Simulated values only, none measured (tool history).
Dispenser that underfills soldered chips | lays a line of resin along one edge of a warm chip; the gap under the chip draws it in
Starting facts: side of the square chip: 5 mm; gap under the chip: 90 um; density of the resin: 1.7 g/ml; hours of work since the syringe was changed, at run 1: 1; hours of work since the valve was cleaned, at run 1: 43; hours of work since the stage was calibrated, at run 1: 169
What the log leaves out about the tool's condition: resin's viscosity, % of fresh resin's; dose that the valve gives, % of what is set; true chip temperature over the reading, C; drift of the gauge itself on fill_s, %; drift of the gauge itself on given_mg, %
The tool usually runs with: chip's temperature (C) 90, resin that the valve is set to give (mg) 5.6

run	hour	chip's temperature (C)	resin that the valve is set to give (mg)	hours of work since the syringe was changed	hours of work since the valve was cleaned	hours of work since the stage was calibrated	time until the resin shows at the far edge (s)	resin that the valve gave (mg)
1	0	90	5.6	1	43	169	17.8	5.45
2	5.5	90	5.6	6	47	174	20.6	5.44
3	8.6	78	5.6	8	49	176	40.2	5.42
# hour 11.8: new syringe of resin
4	14.1	90	6.39	2	53	180	17.4	6.16
5	20.9	90	5.6	7	58	185	21.2	5.36
6	24.5	90	5.6	10	61	188	23.9	5.33
# hour 25.4: new syringe of resin
7	29.5	90	5.6	3	64	191	19.3	5.32
8	36.6	87	5.6	8	70	197	26.6	5.34
# hour 39.2: dispensing valve cleaned and set on the balance
# hour 40.2: new syringe of resin
9	41.6	90	5.51	1	2	199	16.9	5.49
10	48.4	90	5.51	6	7	204	21	5.52
11	52.7	77	4.82	9	10	208	47	4.83
# hour 54.1: new syringe of resin
12	57.8	93	5.6	3	14	211	16.4	5.52
13	64.5	85	5.12	8	19	216	29.3	5.05
# hour 67.7: new syringe of resin
14	70.4	85	5.12	2	23	221	23.8	5.03
15	75.3	85	5.12	6	26	224	26.7	5.03

Expected results for the next run?
# hour 80.9: new syringe of resin
16	83.2	94	5.93	2	32	230	?	?

Logged for run 16: time until the resin shows at the far edge (s) 14.5, resin that the valve gave (mg) 5.78.
With the hidden condition absent and the run-to-run variation left alone, this run would have shown time until the resin shows at the far edge (s) 12.8, resin that the valve gave (mg) 5.93.
